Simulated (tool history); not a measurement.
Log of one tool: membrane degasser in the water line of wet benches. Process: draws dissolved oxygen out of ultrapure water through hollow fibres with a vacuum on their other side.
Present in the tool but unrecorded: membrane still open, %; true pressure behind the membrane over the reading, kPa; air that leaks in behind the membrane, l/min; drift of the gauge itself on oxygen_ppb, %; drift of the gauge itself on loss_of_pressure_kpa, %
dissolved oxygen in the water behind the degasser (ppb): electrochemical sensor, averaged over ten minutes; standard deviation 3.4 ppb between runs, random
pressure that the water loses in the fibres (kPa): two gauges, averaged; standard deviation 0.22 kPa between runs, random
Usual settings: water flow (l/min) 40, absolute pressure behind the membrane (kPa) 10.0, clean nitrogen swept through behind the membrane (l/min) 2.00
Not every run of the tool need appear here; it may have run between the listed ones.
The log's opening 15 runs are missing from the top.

run,hour,water flow (l/min),absolute pressure behind the membrane (kPa),clean nitrogen swept through behind the membrane (l/min),hours since the membrane was changed,hours since the vacuum gauge was calibrated,hours since the vacuum lines were made tight,dissolved oxygen in the water behind the degasser (ppb),pressure that the water loses in the fibres (kPa)
16,3288.1,40,10.0,2.00,9606,868,6650,350.0,57.14
17,3511.6,40,10.0,2.00,9829,1092,6874,352.2,56.95
18,3667.9,64,9.3,2.00,9986,1248,7030,630.1,91.67
19,3944.5,53,23.0,2.00,10262,1525,7307,1133.3,75.73
20,4225.0,33,10.3,5.45,10543,1805,7587,131.8,47.33
21,4385.1,56,6.9,5.45,10703,1965,7747,269.1,80.62
22,4643.4,25,14.0,5.87,10961,2224,8006,120.7,35.74
23,4889.7,61,10.0,1.05,11207,2470,8252,883.5,86.68
24,5186.8,29,20.9,5.22,11505,2767,8549,252.1,41.90
25,5466.7,40,24.2,4.18,11784,3047,8829,507.0,57.31
26,5748.3,40,24.2,4.18,12066,3329,9110,507.1,57.37
27,5972.2,31,7.8,4.18,12290,3553,9334,107.0,44.74
28,6179.1,31,7.8,4.18,12497,3759,9541,105.2,44.90
29,6427.1,28,10.0,0.95,12745,4007,9789,429.4,40.51
30,6669.4,28,10.0,0.95,12987,4250,10032,426.6,40.33
31,6793.0,37,16.8,4.64,13111,4373,10155,298.7,53.55

4 options for the next run, each taken on its own from the tool as it stands now. Forecast them:
A,7076.7,51,9.0,2.03,13394,4657,10439,?,?
B,7076.7,40,10.0,1.43,13394,4657,10439,?,?
C,7076.7,31,13.2,3.05,13394,4657,10439,?,?
D,7076.7,40,14.8,2.00,13394,4657,10439,?,?

run,dissolved oxygen in the water behind the degasser (ppb),pressure that the water loses in the fibres (kPa)
A,446.5,74.32
B,450.9,57.76
C,261.4,45.07
D,548.2,58.25
Stripped of hidden state, with their random variation kept, the same runs would have yielded:
run,dissolved oxygen in the water behind the degasser (ppb),pressure that the water loses in the fibres (kPa)
A,414.2,70.44
B,431.1,54.73
C,251.4,42.72
D,529.3,55.20
